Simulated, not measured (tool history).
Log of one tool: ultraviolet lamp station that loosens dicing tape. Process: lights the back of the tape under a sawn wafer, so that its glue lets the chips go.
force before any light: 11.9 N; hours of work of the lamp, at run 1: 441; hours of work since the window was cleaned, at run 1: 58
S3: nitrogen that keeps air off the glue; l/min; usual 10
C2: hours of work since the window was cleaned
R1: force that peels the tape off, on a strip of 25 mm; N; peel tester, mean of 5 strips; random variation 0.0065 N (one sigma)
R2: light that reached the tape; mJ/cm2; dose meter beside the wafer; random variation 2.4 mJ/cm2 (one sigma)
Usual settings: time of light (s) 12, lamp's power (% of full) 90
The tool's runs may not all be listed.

run 1 day=0 | time_of_light_(s)=12 lamp's_power_(%_of_full)=90 S3=10 | hours_of_work_of_the_lamp=441 C2=58 | R1=0.361 R2=211
run 2 day=2.812 | time_of_light_(s)=12 lamp's_power_(%_of_full)=93 S3=10 | hours_of_work_of_the_lamp=495 C2=111 | R1=0.341 R2=202
run 3 day=4.729 | time_of_light_(s)=12 lamp's_power_(%_of_full)=90 S3=4 | hours_of_work_of_the_lamp=531 C2=148 | R1=1.08 R2=192
run 4 day=7.875 | time_of_light_(s)=14 lamp's_power_(%_of_full)=90 S3=10 | hours_of_work_of_the_lamp=591 C2=207 | R1=0.325 R2=211
run 5 day=9.771 | time_of_light_(s)=12 lamp's_power_(%_of_full)=90 S3=10 | hours_of_work_of_the_lamp=627 C2=243 | R1=0.529 R2=177
run 6 day=11.279 | time_of_light_(s)=12 lamp's_power_(%_of_full)=90 S3=10 | hours_of_work_of_the_lamp=655 C2=272 | R1=0.581 R2=166
run 7 day=12.825 | time_of_light_(s)=12 lamp's_power_(%_of_full)=67 S3=4 | hours_of_work_of_the_lamp=684 C2=301 | R1=2.342 R2=125
run 8 day=15.75 | time_of_light_(s)=7 lamp's_power_(%_of_full)=67 S3=3 | hours_of_work_of_the_lamp=740 C2=357 | R1=5.621 R2=66
-- day=15.967 lamp changed
-- day=16.638 window cleaned of glue's vapour
run 9 day=18.571 | time_of_light_(s)=9 lamp's_power_(%_of_full)=90 S3=6 | hours_of_work_of_the_lamp=49 C2=37 | R1=0.753 R2=187
run 10 day=21.1 | time_of_light_(s)=12 lamp's_power_(%_of_full)=71 S3=7 | hours_of_work_of_the_lamp=97 C2=85 | R1=0.634 R2=188

Forecast run 11:
run 11 day=24.383 | time_of_light_(s)=12 lamp's_power_(%_of_full)=90 S3=18 | hours_of_work_of_the_lamp=159 C2=147 | R1=? R2=?

{"run 11": {"R1": 0.179, "R2": 227}}
Without the tool's hidden state the same run would have given R1 0.149 N, R2 259 mJ/cm2.

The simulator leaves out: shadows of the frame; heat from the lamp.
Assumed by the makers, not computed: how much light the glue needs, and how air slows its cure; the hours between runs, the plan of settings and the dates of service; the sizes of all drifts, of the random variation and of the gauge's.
